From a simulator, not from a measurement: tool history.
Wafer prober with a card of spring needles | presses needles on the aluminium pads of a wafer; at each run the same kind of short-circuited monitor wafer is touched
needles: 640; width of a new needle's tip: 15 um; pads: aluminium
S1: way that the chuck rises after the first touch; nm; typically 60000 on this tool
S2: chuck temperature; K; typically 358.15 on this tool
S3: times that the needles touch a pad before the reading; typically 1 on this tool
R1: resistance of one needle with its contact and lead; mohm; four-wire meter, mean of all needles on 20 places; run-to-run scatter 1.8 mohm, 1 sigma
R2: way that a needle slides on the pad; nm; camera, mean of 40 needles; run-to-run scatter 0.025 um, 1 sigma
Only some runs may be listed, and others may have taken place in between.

run,hour,S1,S2,S3,R1,R2
1,0.0,60000,358.15,1,190,8700
# hour 12.6: tips cleaned on abrasive film
# hour 34.9: tips cleaned on abrasive film
# hour 57.8: tips cleaned on abrasive film
2,58.1,52000,358.15,1,191,7500
# hour 78.9: tips cleaned on abrasive film
3,96.2,53000,358.15,1,188,7660
# hour 100.7: tips cleaned on abrasive film
# hour 121.9: tips cleaned on abrasive film
# hour 143.5: tips cleaned on abrasive film
4,160.9,53000,358.15,1,195,7600
# hour 165.8: tips cleaned on abrasive film
# hour 186.3: tips cleaned on abrasive film
5,205.2,60000,358.15,2,187,8620
# hour 210.2: tips cleaned on abrasive film
# hour 231.2: tips cleaned on abrasive film
# hour 252.2: tips cleaned on abrasive film
# hour 275.1: tips cleaned on abrasive film
6,282.4,60000,358.15,2,188,8600
# hour 297.0: tips cleaned on abrasive film
# hour 317.9: tips cleaned on abrasive film
# hour 337.6: tips cleaned on abrasive film
7,337.6,60000,358.15,2,186,8610
# hour 358.6: tips cleaned on abrasive film
# hour 381.1: tips cleaned on abrasive film
# hour 386.3: height of the first contact set anew
8,391.8,60000,358.15,2,189,8570
# hour 405.0: tips cleaned on abrasive film
# hour 426.9: tips cleaned on abrasive film
9,435.3,60000,358.15,2,192,8570
# hour 446.7: tips cleaned on abrasive film
# hour 467.8: tips cleaned on abrasive film
10,484.6,60000,358.15,2,189,8530
# hour 489.5: tips cleaned on abrasive film
# hour 509.1: tips cleaned on abrasive film
# hour 532.0: tips cleaned on abrasive film
11,543.5,60000,332.15,1,180,8550
# hour 552.5: tips cleaned on abrasive film
# hour 576.6: tips cleaned on abrasive film
12,594.5,53000,332.15,2,186,7530
# hour 599.4: tips cleaned on abrasive film
# hour 622.7: tips cleaned on abrasive film
# hour 645.9: tips cleaned on abrasive film
# hour 668.6: tips cleaned on abrasive film
13,670.8,56000,349.15,2,186,7980
# hour 689.0: tips cleaned on abrasive film
14,707.7,56000,349.15,2,187,7940
# hour 712.7: tips cleaned on abrasive film
# hour 717.5: gauge calibrated
# hour 734.1: tips cleaned on abrasive film
# hour 753.9: tips cleaned on abrasive film
# hour 777.3: tips cleaned on abrasive film
15,778.0,56000,324.15,2,181,8080
# hour 796.9: height of the first contact set anew
# hour 800.8: tips cleaned on abrasive film
16,814.0,56000,336.15,2,183,8070
# hour 822.4: tips cleaned on abrasive film
# hour 842.6: tips cleaned on abrasive film
17,849.5,74000,336.15,2,179,10680
# hour 863.8: tips cleaned on abrasive film
# hour 883.3: tips cleaned on abrasive film
18,886.8,60000,316.15,1,180,8630
# hour 905.0: tips cleaned on abrasive film
# hour 929.0: tips cleaned on abrasive film
# hour 952.2: tips cleaned on abrasive film
19,956.5,60000,316.15,2,180,8640
# hour 973.4: tips cleaned on abrasive film
# hour 997.2: tips cleaned on abrasive film
20,1005.4,60000,319.15,2,176,8640
# hour 1020.0: tips cleaned on abrasive film
# hour 1043.2: tips cleaned on abrasive film
21,1049.9,60000,328.15,1,181,8590
# hour 1063.3: tips cleaned on abrasive film
# hour 1083.8: tips cleaned on abrasive film
22,1084.5,40000,358.15,1,199,5730

3 options for the next run, each taken on its own from the tool as it stands now. Forecast them:
# hour 1105.4: tips cleaned on abrasive film
A,1121.3,43000,302.15,1,?,?
# hour 1105.4: tips cleaned on abrasive film
B,1121.3,74000,365.15,1,?,?
# hour 1105.4: tips cleaned on abrasive film
C,1121.3,52000,359.15,1,?,?

run,R1,R2
A,186,6170
B,187,10620
C,191,7420
Without the tool's hidden state the same runs would have given:
run,R1,R2
A,185,6230
B,186,10730
C,190,7490
